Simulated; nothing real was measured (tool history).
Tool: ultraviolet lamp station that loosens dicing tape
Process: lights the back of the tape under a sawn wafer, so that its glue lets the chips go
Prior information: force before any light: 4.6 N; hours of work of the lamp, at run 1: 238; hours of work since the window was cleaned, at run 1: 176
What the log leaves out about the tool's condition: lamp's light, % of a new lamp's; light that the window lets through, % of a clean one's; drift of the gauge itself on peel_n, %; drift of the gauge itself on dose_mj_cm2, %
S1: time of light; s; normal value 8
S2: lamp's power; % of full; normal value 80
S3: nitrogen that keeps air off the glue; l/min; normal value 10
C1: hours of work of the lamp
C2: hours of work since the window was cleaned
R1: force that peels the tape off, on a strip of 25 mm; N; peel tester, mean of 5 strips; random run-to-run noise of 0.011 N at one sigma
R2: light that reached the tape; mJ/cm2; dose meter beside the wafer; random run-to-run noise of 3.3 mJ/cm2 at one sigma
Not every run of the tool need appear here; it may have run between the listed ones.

run 1 day=0 | S1=8 S2=80 S3=10 | C1=238 C2=176 | R1=0.719 R2=438
run 2 day=0.762 | S1=8 S2=80 S3=10 | C1=246 C2=184 | R1=0.716 R2=433
run 3 day=1.596 | S1=8 S2=80 S3=10 | C1=255 C2=193 | R1=0.756 R2=430
run 4 day=2.492 | S1=8 S2=80 S3=10 | C1=264 C2=202 | R1=0.733 R2=423
run 5 day=3.046 | S1=8 S2=80 S3=10 | C1=270 C2=208 | R1=0.742 R2=418
run 6 day=3.779 | S1=8 S2=76 S3=10 | C1=278 C2=216 | R1=0.816 R2=396
run 7 day=4.542 | S1=8 S2=76 S3=10 | C1=286 C2=224 | R1=0.834 R2=393
-- day=4.854 window cleaned of glue's vapour
run 8 day=5.208 | S1=15 S2=80 S3=10 | C1=293 C2=4 | R1=0.192 R2=916
run 9 day=5.804 | S1=15 S2=80 S3=10 | C1=299 C2=10 | R1=0.195 R2=901
run 10 day=6.433 | S1=15 S2=80 S3=10 | C1=306 C2=17 | R1=0.194 R2=887
run 11 day=6.862 | S1=15 S2=80 S3=10 | C1=310 C2=21 | R1=0.194 R2=900
run 12 day=7.475 | S1=8 S2=80 S3=10 | C1=317 C2=28 | R1=0.629 R2=474
run 13 day=8.421 | S1=8 S2=80 S3=10 | C1=327 C2=38 | R1=0.638 R2=465
run 14 day=9.429 | S1=8 S2=80 S3=10 | C1=338 C2=48 | R1=0.589 R2=467
run 15 day=10.275 | S1=8 S2=66 S3=10 | C1=346 C2=57 | R1=0.865 R2=377
run 16 day=10.971 | S1=8 S2=66 S3=10 | C1=354 C2=65 | R1=0.903 R2=376
run 17 day=11.908 | S1=8 S2=66 S3=4 | C1=364 C2=75 | R1=1.405 R2=371
run 18 day=12.362 | S1=8 S2=66 S3=4 | C1=369 C2=79 | R1=1.342 R2=369
run 19 day=13.321 | S1=8 S2=66 S3=4 | C1=379 C2=90 | R1=1.388 R2=369
run 20 day=13.842 | S1=11 S2=80 S3=10 | C1=384 C2=95 | R1=0.392 R2=607
run 21 day=14.571 | S1=11 S2=80 S3=6 | C1=392 C2=103 | R1=0.521 R2=594
run 22 day=15.554 | S1=8 S2=99 S3=10 | C1=402 C2=113 | R1=0.482 R2=535
run 23 day=16.254 | S1=11 S2=92 S3=14 | C1=410 C2=121 | R1=0.259 R2=683
run 24 day=16.892 | S1=10 S2=65 S3=10 | C1=417 C2=127 | R1=0.696 R2=436
run 25 day=17.771 | S1=5 S2=91 S3=18 | C1=426 C2=137 | R1=1.003 R2=302
run 26 day=18.604 | S1=14 S2=88 S3=11 | C1=435 C2=145 | R1=0.223 R2=806
run 27 day=19.112 | S1=9 S2=88 S3=11 | C1=440 C2=151 | R1=0.498 R2=519
run 28 day=19.775 | S1=11 S2=80 S3=10 | C1=447 C2=158 | R1=0.424 R2=570
run 29 day=20.225 | S1=6 S2=80 S3=15 | C1=452 C2=163 | R1=1.01 R2=309
run 30 day=20.654 | S1=9 S2=74 S3=12 | C1=456 C2=167 | R1=0.692 R2=422
run 31 day=21.338 | S1=8 S2=63 S3=11 | C1=463 C2=174 | R1=1.065 R2=322
run 32 day=22.379 | S1=8 S2=80 S3=10 | C1=475 C2=185 | R1=0.821 R2=399
run 33 day=22.912 | S1=8 S2=80 S3=10 | C1=480 C2=191 | R1=0.829 R2=400
run 34 day=23.783 | S1=8 S2=80 S3=10 | C1=489 C2=200 | R1=0.844 R2=397
run 35 day=24.408 | S1=16 S2=90 S3=5 | C1=496 C2=207 | R1=0.294 R2=885
run 36 day=25.029 | S1=6 S2=90 S3=8 | C1=503 C2=213 | R1=1.178 R2=329
run 37 day=25.492 | S1=6 S2=85 S3=8 | C1=507 C2=218 | R1=1.276 R2=304
-- day=26.388 window cleaned of glue's vapour
run 38 day=26.442 | S1=12 S2=90 S3=8 | C1=517 C2=1 | R1=0.27 R2=764
run 39 day=27.025 | S1=12 S2=90 S3=8 | C1=523 C2=7 | R1=0.294 R2=770

What if the next run were any one of these 5? Each begins from the tool's condition after run 39:
run A day=28.046 | S1=14 S2=80 S3=10 | C1=534 C2=18 | R1=? R2=?
run B day=28.046 | S1=8 S2=76 S3=4 | C1=534 C2=18 | R1=? R2=?
run C day=28.046 | S1=7 S2=80 S3=8 | C1=534 C2=18 | R1=? R2=?
run D day=28.046 | S1=7 S2=80 S3=10 | C1=534 C2=18 | R1=? R2=?
run E day=28.046 | S1=16 S2=61 S3=16 | C1=534 C2=18 | R1=? R2=?

run=A R1=0.239 R2=788
run=B R1=1.168 R2=429
run=C R1=0.92 R2=395
run=D R1=0.817 R2=397
run=E R1=0.24 R2=686
Stripped of hidden state, with their random variation kept, the same runs would have yielded:
run=A R1=0.182 R2=940
run=B R1=0.916 R2=511
run=C R1=0.695 R2=472
run=D R1=0.61 R2=473
run=E R1=0.181 R2=818
